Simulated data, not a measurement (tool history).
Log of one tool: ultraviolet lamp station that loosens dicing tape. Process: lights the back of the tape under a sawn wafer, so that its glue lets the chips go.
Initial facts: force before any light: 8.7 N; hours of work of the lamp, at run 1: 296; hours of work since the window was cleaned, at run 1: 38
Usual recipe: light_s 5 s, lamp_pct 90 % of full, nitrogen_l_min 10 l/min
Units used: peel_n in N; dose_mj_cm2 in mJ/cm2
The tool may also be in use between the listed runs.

run	day	light_s	lamp_pct	nitrogen_l_min	hours of work of the lamp	hours of work since the window was cleaned	peel_n	dose_mj_cm2
1	0.000	5	90	10	296	38	0.372	482
2	0.592	5	90	10	302	44	0.372	479
3	1.546	5	90	10	311	54	0.376	480
4	2.529	5	90	10	321	64	0.366	475
5	3.475	5	90	10	331	73	0.371	471
6	4.408	5	90	10	340	82	0.396	477
7	5.829	2	83	5	354	97	2.910	172
8	7.012	2	83	5	366	109	3.055	170
9	7.946	5	90	5	376	118	0.637	461
10	9.167	5	80	5	388	130	0.809	409
11	10.296	5	80	5	399	142	0.837	405

Predict each of these 3 candidate next runs independently; none follows another, all start after run 11:
A	11.238	6	81	8	409	151	?	?
B	11.238	4	61	10	409	151	?	?
C	11.238	2	99	5	409	151	?	?

run	peel_n	dose_mj_cm2
A	0.407	484
B	1.221	243
C	2.472	200
What these runs would have given with no unlogged condition in the tool:
run	peel_n	dose_mj_cm2
A	0.332	557
B	0.950	280
C	2.069	231
